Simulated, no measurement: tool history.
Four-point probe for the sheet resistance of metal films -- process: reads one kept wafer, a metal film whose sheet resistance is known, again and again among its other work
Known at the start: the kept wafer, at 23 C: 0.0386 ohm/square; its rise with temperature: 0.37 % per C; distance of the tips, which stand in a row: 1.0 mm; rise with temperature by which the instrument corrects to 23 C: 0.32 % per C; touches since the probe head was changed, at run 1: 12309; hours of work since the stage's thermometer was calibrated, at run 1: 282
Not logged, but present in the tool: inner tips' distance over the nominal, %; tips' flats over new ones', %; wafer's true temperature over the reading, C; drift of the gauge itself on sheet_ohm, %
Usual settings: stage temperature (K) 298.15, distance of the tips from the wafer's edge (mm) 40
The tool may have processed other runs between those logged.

run,hour,stage temperature (K),distance of the tips from the wafer's edge (mm),touches since the probe head was changed,hours of work since the stage's thermometer was calibrated,sheet resistance as the instrument gives it (ohm/square)
1,0,298.15,40,12309,282,0.038461
2,7.1,304.15,40,12505,286,0.038565
3,20.6,298.15,23,12876,292,0.038469
4,35.6,298.15,23,13291,299,0.038483
5,42.1,298.15,23,13470,303,0.038472
6,48.7,298.15,49,13651,306,0.038433
7,61.9,298.15,49,14016,312,0.038446
8,74.5,298.15,49,14360,318,0.038424
9,83.3,298.15,49,14604,322,0.038436
10,98.2,291.15,7,15015,329,0.038705
11,110.6,294.15,12,15355,335,0.038495
12,122.9,291.15,26,15695,341,0.038314
13,136.7,299.15,46,16076,348,0.038448
14,143.1,299.15,46,16251,351,0.038448
15,149.2,298.15,5,16418,354,0.039238

Branching from run 15: 4 alternative next runs. What would each branch give?
A,163.7,305.15,4,16818,361,?
B,163.7,298.15,6,16818,361,?
C,163.7,298.15,30,16818,361,?
D,163.7,303.15,30,16818,361,?

run,sheet resistance as the instrument gives it (ohm/square)
A,0.039805
B,0.039
C,0.038452
D,0.038544
With the hidden condition removed and each run's random variation left untouched, the same runs would have given:
run,sheet resistance as the instrument gives it (ohm/square)
A,0.040027
B,0.039218
C,0.038668
D,0.03876
